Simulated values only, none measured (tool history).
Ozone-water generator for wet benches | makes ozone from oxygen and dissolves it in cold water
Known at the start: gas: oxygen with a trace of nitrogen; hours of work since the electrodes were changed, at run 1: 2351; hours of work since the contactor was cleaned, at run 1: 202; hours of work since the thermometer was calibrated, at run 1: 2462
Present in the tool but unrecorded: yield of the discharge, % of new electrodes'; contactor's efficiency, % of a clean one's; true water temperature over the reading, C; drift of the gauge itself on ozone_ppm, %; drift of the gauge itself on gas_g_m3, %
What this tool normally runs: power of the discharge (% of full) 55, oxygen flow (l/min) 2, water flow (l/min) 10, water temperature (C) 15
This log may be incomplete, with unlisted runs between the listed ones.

| run | day | power of the discharge (% of full) | oxygen flow (l/min) | water flow (l/min) | water temperature (C) | hours of work since the electrodes were changed | hours of work since the contactor was cleaned | hours of work since the thermometer was calibrated | dissolved ozone (ppm) | ozone in the gas ahead of the water (g/m3) |
|---|---|---|---|---|---|---|---|---|---|---|
| 1 | 0 | 55 | 2 | 10 | 15 | 2351 | 202 | 2462 | 14.9 | 168.3 |
| 2 | 1.875 | 55 | 2 | 10 | 15 | 2389 | 240 | 2500 | 15 | 167.1 |
| 3 | 3.425 | 55 | 2 | 8 | 15 | 2420 | 272 | 2532 | 18.1 | 165.9 |
| 4 | 5.717 | 55 | 2 | 10 | 15 | 2467 | 318 | 2578 | 15 | 166.5 |
| 5 | 7.167 | 55 | 2 | 10 | 15 | 2496 | 348 | 2608 | 15.2 | 165.7 |
| 6 | 8.821 | 55 | 2 | 15 | 15 | 2530 | 381 | 2642 | 9.9 | 164.9 |
| 7 | 11.908 | 55 | 2 | 10 | 15 | 2593 | 444 | 2704 | 14.8 | 167.2 |
| 8 | 14.633 | 50 | 2 | 10 | 15 | 2648 | 499 | 2760 | 13.7 | 156.1 |
| 9 | 17.562 | 50 | 2 | 10 | 15 | 2708 | 559 | 2819 | 14 | 153.5 |
| 10 | 20.354 | 50 | 2 | 10 | 15 | 2764 | 616 | 2876 | 14 | 152.6 |
| 11 | 22.104 | 50 | 2 | 10 | 9 | 2800 | 651 | 2912 | 15 | 153.4 |
| 12 | 25.333 | 66 | 2 | 10 | 15 | 2865 | 717 | 2977 | 17.1 | 191.9 |
| 13 | 27.267 | 66 | 2 | 10 | 15 | 2905 | 756 | 3016 | 17.4 | 192.7 |
| 14 | 29.883 | 66 | 1.55 | 10 | 15 | 2958 | 809 | 3070 | 16.4 | 215.1 |
| 15 | 32.262 | 55 | 2 | 10 | 15 | 3006 | 858 | 3118 | 14.9 | 165.9 |
| 16 | 34.629 | 55 | 2 | 10 | 15 | 3054 | 906 | 3166 | 14.9 | 168.2 |
| 17 | 37.283 | 89 | 2 | 7 | 15 | 3108 | 960 | 3220 | 30.1 | 246.5 |
| 18 | 40.242 | 81 | 2 | 11 | 15 | 3168 | 1020 | 3280 | 18.5 | 226.6 |
| 19 | 41.833 | 81 | 2 | 11 | 15 | 3201 | 1052 | 3313 | 18.6 | 225.8 |
| 20 | 44.658 | 81 | 2 | 11 | 15 | 3258 | 1110 | 3370 | 18.6 | 228.2 |
| 21 | 47.975 | 81 | 1.97 | 15 | 19 | 3326 | 1177 | 3437 | 13.1 | 227.1 |
| 22 | 51.254 | 61 | 1.97 | 11 | 14 | 3392 | 1244 | 3504 | 14.9 | 180.9 |
|  | 51.608 | contactor cleaned |
| 23 | 53.304 | 61 | 1.97 | 11 | 14 | 3431 | 34 | 3542 | 14.7 | 179.6 |
| 24 | 56.521 | 61 | 1.97 | 11 | 14 | 3496 | 100 | 3608 | 14.7 | 180.7 |
|  | 58.379 | contactor cleaned, once more |
| 25 | 58.9 | 61 | 1.97 | 11 | 14 | 3541 | 11 | 3653 | 14.9 | 180.5 |
| 26 | 62.225 | 82 | 1.97 | 6 | 14 | 3609 | 78 | 3720 | 31.9 | 226.6 |
| 27 | 64.662 | 43 | 2 | 14 | 15 | 3658 | 128 | 3770 | 9 | 134.8 |
| 28 | 66.342 | 55 | 1.03 | 10 | 11 | 3692 | 162 | 3804 | 12.8 | 219.4 |
| 29 | 68.242 | 81 | 1.03 | 15 | 11 | 3731 | 200 | 3843 | 10.9 | 299.3 |
| 30 | 69.792 | 60 | 1.08 | 7 | 22 | 3762 | 232 | 3874 | 17.6 | 230.5 |
| 31 | 71.417 | 55 | 1.97 | 10 | 9 | 3795 | 265 | 3907 | 15.9 | 166 |
| 32 | 73.392 | 67 | 1.17 | 10 | 20 | 3836 | 305 | 3947 | 14.6 | 243.1 |

Below are 3 alternative next runs, each starting from the tool's condition after run 32. Predict each:
| A | 76.192 | 55 | 2 | 14 | 15 | 3892 | 362 | 4004 | ? | ? |
| B | 76.192 | 85 | 2.82 | 10 | 18 | 3892 | 362 | 4004 | ? | ? |
| C | 76.192 | 47 | 2 | 12 | 9 | 3892 | 362 | 4004 | ? | ? |

| run | dissolved ozone (ppm) | ozone in the gas ahead of the water (g/m3) |
|---|---|---|
| A | 10.7 | 162.9 |
| B | 21.2 | 202.2 |
| C | 11.7 | 144.7 |
Stripped of hidden state, with their random variation kept, the same runs would have yielded:
| run | dissolved ozone (ppm) | ozone in the gas ahead of the water (g/m3) |
|---|---|---|
| A | 11.2 | 169.2 |
| B | 22.5 | 213.6 |
| C | 12.1 | 149.3 |
